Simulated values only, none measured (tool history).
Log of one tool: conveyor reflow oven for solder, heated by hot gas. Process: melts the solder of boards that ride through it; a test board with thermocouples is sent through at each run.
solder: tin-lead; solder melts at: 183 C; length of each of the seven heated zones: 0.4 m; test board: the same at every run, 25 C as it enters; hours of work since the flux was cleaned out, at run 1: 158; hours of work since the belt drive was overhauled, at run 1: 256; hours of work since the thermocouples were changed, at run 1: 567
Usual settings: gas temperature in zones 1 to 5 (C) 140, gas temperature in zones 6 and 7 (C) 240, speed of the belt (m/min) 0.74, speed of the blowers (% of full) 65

run   hour  gas temperature in zones 1 to 5 (C)  gas temperature in zones 6 and 7 (C)  speed of the belt (m/min)  speed of the blowers (% of full)  hours of work since the flux was cleaned out  hours of work since the belt drive was overhauled  hours of work since the thermocouples were changed  highest temperature of the board (C)  time above the solder's melting point (s)
  1      0                                  140                                   240                       0.74                                65                                           158                                                256                                                 567                                 221.3                                       51.6
  2    7.7                                  140                                   240                       0.74                                65                                           162                                                260                                                 571                                 221.2                                       51.7
  3   16.4                                  140                                   240                       0.74                                65                                           166                                                265                                                 575                                 221.4                                       51.7
  4   22.5                                  140                                   240                       0.74                                65                                           169                                                268                                                 578                                 221.2                                       51.4
  5   36.6                                  140                                   240                       0.74                                65                                           177                                                275                                                 586                                 220.8                                       51.7
  6   45.3                                  140                                   240                       0.74                                65                                           181                                                280                                                 590                                 221.1                                       51.4
  7     57                                  140                                   240                       0.74                                65                                           187                                                286                                                 596                                 221.1                                       51.3
  8   64.3                                  140                                   240                       0.74                                65                                           191                                                289                                                 600                                 221.1                                       51.5
  9   71.3                                  140                                   240                       0.74                                65                                           194                                                293                                                 603                                 221.1                                       51.7
 10     80                                  140                                   240                       0.74                                65                                           199                                                297                                                 608                                   221                                       51.3
 11   91.7                                  140                                   240                       0.74                                65                                           205                                                303                                                 614                                 221.3                                       51.6
 12  103.1                                  140                                   240                      0.833                                65                                           211                                                309                                                 620                                 216.3                                       42.1
 13  114.4                                  140                                   240                      0.833                                65                                           216                                                315                                                 625                                   216                                       42.4
 14  123.3                                  140                                   240                       0.74                                65                                           221                                                320                                                 630                                 220.9                                       51.6
 15  133.5                                  140                                   240                       0.74                                65                                           226                                                325                                                 635                                 220.6                                       51.4
 16  142.6                                  140                                   240                       0.74                                65                                           231                                                329                                                 640                                 220.8                                         51
 17  155.9                                  148                                   244                      0.614                                78                                           238                                                336                                                 647                                 234.5                                       74.3
 18  165.3                                  148                                   244                      0.614                                78                                           243                                                341                                                 652                                 234.5                                       73.7
 19  175.7                                  140                                   230                       0.74                                69                                           248                                                346                                                 657                                 213.2                                       46.1
 20  182.8                                  140                                   240                       0.74                                55                                           252                                                350                                                 661                                   218                                       49.1
 21  195.4                                  131                                   246                      0.666                                64                                           258                                                357                                                 667                                   228                                       58.8
 22  209.4                                  126                                   229                      0.598                                65                                           265                                                364                                                 674                                   216                                       56.2
 23  217.5                                  140                                   240                      0.623                                52                                           269                                                368                                                 678                                 224.3                                       63.7
 24  229.3                                  133                                   237                      0.819                                57                                           275                                                374                                                 684                                 209.9                                         36
     241.7  -- flux residue cleaned out of gas plates and filters
 25  241.7                                  133                                   237                      0.819                                57                                             0                                                378                                                 688                                 212.9                                       38.6
 26  249.9                                  145                                   246                      0.827                                64                                             4                                                382                                                 692                                 224.8                                         49
 27  261.2                                  132                                   231                      0.723                                65                                            10                                                388                                                 698                                 214.5                                       46.2
 28    271                                  132                                   231                      0.723                                65                                            15                                                393                                                 703                                 214.4                                       46.5
 29    279                                  132                                   248                      0.723                                61                                            19                                                397                                                 707                                 228.2                                       54.8

Forecast run 30:
 30  285.7                                  132                                   248                      0.723                                61                                            23                                                400                                                 711                                     ?                                          ?

highest temperature of the board (C): 228.1
time above the solder's melting point (s): 54.8
Without the tool's hidden state the same run would have given highest temperature of the board (C) 225.5, time above the solder's melting point (s) 52.8.

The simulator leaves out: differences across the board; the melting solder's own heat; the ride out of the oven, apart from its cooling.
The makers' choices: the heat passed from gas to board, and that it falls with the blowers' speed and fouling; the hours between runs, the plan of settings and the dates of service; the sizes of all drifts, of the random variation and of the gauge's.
